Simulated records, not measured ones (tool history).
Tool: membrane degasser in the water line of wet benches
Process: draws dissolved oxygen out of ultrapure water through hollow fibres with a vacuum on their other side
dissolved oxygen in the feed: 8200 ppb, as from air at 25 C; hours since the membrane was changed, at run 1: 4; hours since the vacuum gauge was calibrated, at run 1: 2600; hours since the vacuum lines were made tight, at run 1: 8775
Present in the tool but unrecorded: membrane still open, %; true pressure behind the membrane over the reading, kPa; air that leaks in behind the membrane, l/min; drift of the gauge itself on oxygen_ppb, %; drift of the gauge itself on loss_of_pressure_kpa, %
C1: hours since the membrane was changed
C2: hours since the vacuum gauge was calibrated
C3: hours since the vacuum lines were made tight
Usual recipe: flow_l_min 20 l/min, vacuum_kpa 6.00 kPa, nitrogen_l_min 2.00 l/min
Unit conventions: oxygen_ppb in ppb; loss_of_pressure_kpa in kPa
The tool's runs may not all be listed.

run 1 day=0.000 | flow_l_min=20 vacuum_kpa=6.00 nitrogen_l_min=2.00 | C1=4 C2=2600 C3=8775 | oxygen_ppb=71.1 loss_of_pressure_kpa=53.90
run 2 day=6.025 | flow_l_min=20 vacuum_kpa=6.00 nitrogen_l_min=2.00 | C1=149 C2=2745 C3=8919 | oxygen_ppb=70.4 loss_of_pressure_kpa=53.77
run 3 day=13.521 | flow_l_min=20 vacuum_kpa=4.93 nitrogen_l_min=2.00 | C1=328 C2=2925 C3=9099 | oxygen_ppb=45.2 loss_of_pressure_kpa=54.38
run 4 day=20.221 | flow_l_min=20 vacuum_kpa=4.93 nitrogen_l_min=2.00 | C1=489 C2=3086 C3=9260 | oxygen_ppb=45.2 loss_of_pressure_kpa=54.23
run 5 day=26.525 | flow_l_min=20 vacuum_kpa=4.93 nitrogen_l_min=2.00 | C1=641 C2=3237 C3=9411 | oxygen_ppb=45.2 loss_of_pressure_kpa=53.90
run 6 day=31.717 | flow_l_min=22 vacuum_kpa=6.00 nitrogen_l_min=2.00 | C1=765 C2=3362 C3=9536 | oxygen_ppb=79.8 loss_of_pressure_kpa=58.73
run 7 day=37.196 | flow_l_min=20 vacuum_kpa=6.00 nitrogen_l_min=2.00 | C1=897 C2=3493 C3=9667 | oxygen_ppb=70.4 loss_of_pressure_kpa=53.97
run 8 day=42.179 | flow_l_min=20 vacuum_kpa=6.00 nitrogen_l_min=2.00 | C1=1016 C2=3613 C3=9787 | oxygen_ppb=70.3 loss_of_pressure_kpa=54.03
run 9 day=46.896 | flow_l_min=20 vacuum_kpa=6.00 nitrogen_l_min=2.00 | C1=1129 C2=3726 C3=9900 | oxygen_ppb=69.5 loss_of_pressure_kpa=54.07
run 10 day=50.862 | flow_l_min=17 vacuum_kpa=4.76 nitrogen_l_min=2.00 | C1=1225 C2=3821 C3=9995 | oxygen_ppb=34.1 loss_of_pressure_kpa=45.86
run 11 day=56.962 | flow_l_min=20 vacuum_kpa=8.79 nitrogen_l_min=5.94 | C1=1371 C2=3968 C3=10142 | oxygen_ppb=50.6 loss_of_pressure_kpa=54.15
run 12 day=60.908 | flow_l_min=20 vacuum_kpa=8.79 nitrogen_l_min=5.94 | C1=1466 C2=4062 C3=10236 | oxygen_ppb=51.3 loss_of_pressure_kpa=53.88
run 13 day=68.938 | flow_l_min=20 vacuum_kpa=7.19 nitrogen_l_min=4.49 | C1=1658 C2=4255 C3=10429 | oxygen_ppb=48.0 loss_of_pressure_kpa=53.85
run 14 day=75.517 | flow_l_min=20 vacuum_kpa=7.19 nitrogen_l_min=4.49 | C1=1816 C2=4413 C3=10587 | oxygen_ppb=48.4 loss_of_pressure_kpa=53.66
run 15 day=83.021 | flow_l_min=31 vacuum_kpa=5.08 nitrogen_l_min=1.11 | C1=1996 C2=4593 C3=10767 | oxygen_ppb=141.5 loss_of_pressure_kpa=83.08

For run 16, what comes out?
run 16 day=87.812 | flow_l_min=31 vacuum_kpa=5.08 nitrogen_l_min=1.11 | C1=2111 C2=4708 C3=10882 | oxygen_ppb=? loss_of_pressure_kpa=?

{"run 16": {"oxygen_ppb": 140.5, "loss_of_pressure_kpa": 83.78}}
Take away the tool's hidden state, keep the run-to-run variation as it was, and the same run would have given oxygen_ppb 140.3 ppb, loss_of_pressure_kpa 83.76 kPa.

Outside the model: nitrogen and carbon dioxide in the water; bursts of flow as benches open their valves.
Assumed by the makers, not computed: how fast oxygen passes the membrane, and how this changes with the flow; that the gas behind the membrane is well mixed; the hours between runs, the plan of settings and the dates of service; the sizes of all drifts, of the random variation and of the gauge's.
